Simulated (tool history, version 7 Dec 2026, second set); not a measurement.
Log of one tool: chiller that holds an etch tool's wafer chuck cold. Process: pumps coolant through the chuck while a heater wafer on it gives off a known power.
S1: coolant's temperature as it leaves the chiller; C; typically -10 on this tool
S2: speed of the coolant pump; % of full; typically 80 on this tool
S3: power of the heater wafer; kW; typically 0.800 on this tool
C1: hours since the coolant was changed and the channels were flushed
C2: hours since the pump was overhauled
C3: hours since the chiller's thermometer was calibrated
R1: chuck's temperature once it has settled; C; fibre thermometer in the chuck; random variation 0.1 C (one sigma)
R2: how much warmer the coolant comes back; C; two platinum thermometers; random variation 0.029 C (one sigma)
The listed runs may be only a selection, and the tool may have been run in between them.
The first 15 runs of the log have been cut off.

Run 16, hour 335.4: usual settings; C1 1781; C2 338; C3 4829. Result: R1 -1.9 C, R2 3.61 C.
Run 17, hour 363.2: usual settings but S2 99 % of full; C1 1808; C2 366; C3 4857. Result: R1 -3.2 C, R2 2.92 C.
Run 18, hour 391.1: usual settings but S2 99 % of full; C1 1836; C2 394; C3 4885. Result: R1 -3.1 C, R2 2.95 C.
At hour 401.0: chiller's thermometer calibrated.
Run 19, hour 415.7: usual settings but S1 -11 C, S2 85 % of full, S3 0.792 kW; C1 1860; C2 417; C3 15. Result: R1 -2.8 C, R2 3.38 C.
Run 20, hour 443.2: usual settings but S1 -1 C, S3 0.681 kW; C1 1887; C2 445; C3 42. Result: R1 6.3 C, R2 3.08 C.
Run 21, hour 472.4: usual settings but S1 -1 C, S3 0.681 kW; C1 1917; C2 474; C3 71. Result: R1 6.4 C, R2 3.14 C.
Run 22, hour 486.0: usual settings but S2 84 % of full, S3 0.909 kW; C1 1930; C2 487; C3 85. Result: R1 -0.6 C, R2 3.97 C.
Run 23, hour 509.1: usual settings but S2 79 % of full, S3 0.591 kW; C1 1953; C2 511; C3 108. Result: R1 -3.4 C, R2 2.71 C.
Run 24, hour 531.6: usual settings but S1 -5 C, S2 71 % of full, S3 0.910 kW; C1 1976; C2 533; C3 131. Result: R1 5.9 C, R2 4.69 C.
Run 25, hour 543.7: usual settings but S1 -7 C, S2 66 % of full, S3 1.025 kW; C1 1988; C2 545; C3 143. Result: R1 6.0 C, R2 5.64 C.
Run 26, hour 568.7: usual settings but S3 0.912 kW; C1 2013; C2 570; C3 168. Result: R1 -0.1 C, R2 4.13 C.
Run 27, hour 582.6: usual settings but S1 -16 C, S2 99 % of full, S3 0.675 kW; C1 2027; C2 584; C3 182. Result: R1 -10.0 C, R2 2.51 C.
Run 28, hour 606.3: usual settings but S1 -16 C, S2 99 % of full, S3 0.675 kW; C1 2051; C2 608; C3 205. Result: R1 -9.9 C, R2 2.47 C.
Run 29, hour 632.6: usual settings but S1 -16 C, S2 99 % of full, S3 0.675 kW; C1 2077; C2 634; C3 232. Result: R1 -10.0 C, R2 2.50 C.
Run 30, hour 656.1: usual settings but S1 -16 C, S2 99 % of full, S3 0.675 kW; C1 2100; C2 658; C3 255. Result: R1 -10.0 C, R2 2.53 C.
Run 31, hour 676.2: usual settings but S1 -5 C, S3 1.158 kW; C1 2121; C2 678; C3 275. Result: R1 7.6 C, R2 5.27 C.

Forecast each of these 3 alternatives for the next run:
Run A, hour 696.6: usual settings but S1 -20 C, S2 93 % of full, S3 0.947 kW; C1 2141; C2 698; C3 296. Result: R1 ?, R2 ?.
Run B, hour 696.6: usual settings but S2 72 % of full, S3 0.568 kW; C1 2141; C2 698; C3 296. Result: R1 ?, R2 ?.
Run C, hour 696.6: usual settings but S1 -5 C, S3 0.897 kW; C1 2141; C2 698; C3 296. Result: R1 ?, R2 ?.

run     R1    R2
  A  -10.7  3.71
  B   -3.2  2.88
  C    4.7  4.15
Had the tool no hidden state, the same runs would have come out as:
run     R1    R2
  A  -11.1  3.67
  B   -3.5  2.85
  C    4.3  4.11
